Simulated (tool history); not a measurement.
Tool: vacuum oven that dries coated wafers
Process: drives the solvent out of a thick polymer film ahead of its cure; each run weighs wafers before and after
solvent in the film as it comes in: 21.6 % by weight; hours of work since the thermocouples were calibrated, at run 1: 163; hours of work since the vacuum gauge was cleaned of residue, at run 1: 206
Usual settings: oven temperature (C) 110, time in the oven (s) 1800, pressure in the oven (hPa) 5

run,hour,oven temperature (C),time in the oven (s),pressure in the oven (hPa),hours of work since the thermocouples were calibrated,hours of work since the vacuum gauge was cleaned of residue,solvent left in the film (%)
1,0,110,1800,5,163,206,1.18
2,17.1,110,1800,12.85,172,215,1.46
3,34.6,110,1800,12.85,182,224,1.39
4,70.7,110,1800,12.85,201,243,1.46
5,96.2,110,1800,12.85,214,257,1.49
6,129.2,110,1800,12.85,232,274,1.47
7,155,110,1800,5,245,288,1.02
8,187.4,110,1800,5,263,305,1.1
9,203.9,98,1800,4.22,271,314,4.66
# hour 209.3: oven's thermocouples calibrated
10,226,103,1800,12.6,9,324,3.11
11,251.4,110,1800,7,22,338,1.12
12,280.2,95,1800,8.12,38,353,6.02
13,313.6,110,1800,18.95,55,371,1.67
14,335.7,120,1560,10.12,67,382,0.48
15,370.4,120,1800,10.63,85,401,0.4
16,392.3,99,1020,18.78,97,412,8.5

Forecast each of these 5 alternatives for the next run:
A,429,105,1200,6.25,116,432,?
B,429,96,960,19.88,116,432,?
C,429,110,1800,7.02,116,432,?
D,429,110,1500,4.16,116,432,?
E,429,102,1800,5,116,432,?

run,solvent left in the film (%)
A,4.34
B,9.91
C,1.24
D,1.63
E,3.14
Without the tool's hidden state the same runs would have given:
run,solvent left in the film (%)
A,4.51
B,10.09
C,1.29
D,1.71
E,3.28

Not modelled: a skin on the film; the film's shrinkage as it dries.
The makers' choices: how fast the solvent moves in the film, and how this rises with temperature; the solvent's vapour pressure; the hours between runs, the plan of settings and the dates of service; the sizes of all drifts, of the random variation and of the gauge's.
